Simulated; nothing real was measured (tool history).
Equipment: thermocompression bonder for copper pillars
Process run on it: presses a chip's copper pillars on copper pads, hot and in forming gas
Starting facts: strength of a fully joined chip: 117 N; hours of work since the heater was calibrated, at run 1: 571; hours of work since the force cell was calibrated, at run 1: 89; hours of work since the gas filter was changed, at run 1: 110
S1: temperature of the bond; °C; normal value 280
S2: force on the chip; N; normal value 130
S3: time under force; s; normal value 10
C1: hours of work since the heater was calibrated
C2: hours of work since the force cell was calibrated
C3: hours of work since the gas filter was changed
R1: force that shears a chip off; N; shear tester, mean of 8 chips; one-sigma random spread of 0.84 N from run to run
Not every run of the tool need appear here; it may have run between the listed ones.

{"run": 1, "hour": 0.0, "S1": 280, "S2": 130, "S3": 10, "C1": 571, "C2": 89, "C3": 110, "R1": 71.6}
{"run": 2, "hour": 27.8, "S1": 280, "S2": 130, "S3": 8, "C1": 586, "C2": 104, "C3": 125, "R1": 67.7}
{"run": 3, "hour": 44.0, "S1": 280, "S2": 130, "S3": 8, "C1": 594, "C2": 113, "C3": 134, "R1": 66.2}
{"run": 4, "hour": 65.7, "S1": 280, "S2": 130, "S3": 8, "C1": 606, "C2": 125, "C3": 145, "R1": 65.3}
{"run": 5, "hour": 81.7, "S1": 280, "S2": 130, "S3": 8, "C1": 615, "C2": 133, "C3": 154, "R1": 66.6}
{"run": 6, "hour": 96.4, "S1": 254, "S2": 130, "S3": 10, "C1": 622, "C2": 141, "C3": 162, "R1": 50.5}
{"run": 7, "hour": 124.6, "S1": 255, "S2": 85, "S3": 12, "C1": 637, "C2": 156, "C3": 177, "R1": 35.3}
{"hour": 127.8, "done": "force cell calibrated"}
{"hour": 143.8, "done": "forming gas filter changed"}
{"run": 8, "hour": 154.6, "S1": 280, "S2": 114, "S3": 7, "C1": 652, "C2": 14, "C3": 6, "R1": 59.1}
{"run": 9, "hour": 181.7, "S1": 263, "S2": 174, "S3": 7, "C1": 667, "C2": 29, "C3": 20, "R1": 71.4}
{"run": 10, "hour": 195.7, "S1": 280, "S2": 104, "S3": 10, "C1": 674, "C2": 36, "C3": 28, "R1": 58.1}
{"hour": 215.3, "done": "force cell calibrated, once more"}
{"run": 11, "hour": 221.3, "S1": 280, "S2": 104, "S3": 10, "C1": 687, "C2": 3, "C3": 41, "R1": 58.8}

Branching from run 11: 5 alternative next runs. What would each branch give?
{"run": "A", "hour": 249.7, "S1": 266, "S2": 104, "S3": 10, "C1": 702, "C2": 18, "C3": 56, "R1": "?"}
{"run": "B", "hour": 249.7, "S1": 274, "S2": 90, "S3": 11, "C1": 702, "C2": 18, "C3": 56, "R1": "?"}
{"run": "C", "hour": 249.7, "S1": 280, "S2": 144, "S3": 21, "C1": 702, "C2": 18, "C3": 56, "R1": "?"}
{"run": "D", "hour": 249.7, "S1": 280, "S2": 85, "S3": 10, "C1": 702, "C2": 18, "C3": 56, "R1": "?"}
{"run": "E", "hour": 249.7, "S1": 290, "S2": 115, "S3": 10, "C1": 702, "C2": 18, "C3": 56, "R1": "?"}

run=A R1=49.7
run=B R1=48.4
run=C R1=93.2
run=D R1=49.0
run=E R1=72.7
Without the tool's unlogged condition, the same runs would have read:
run=A R1=45.7
run=B R1=44.6
run=C R1=89.7
run=D R1=45.3
run=E R1=68.6
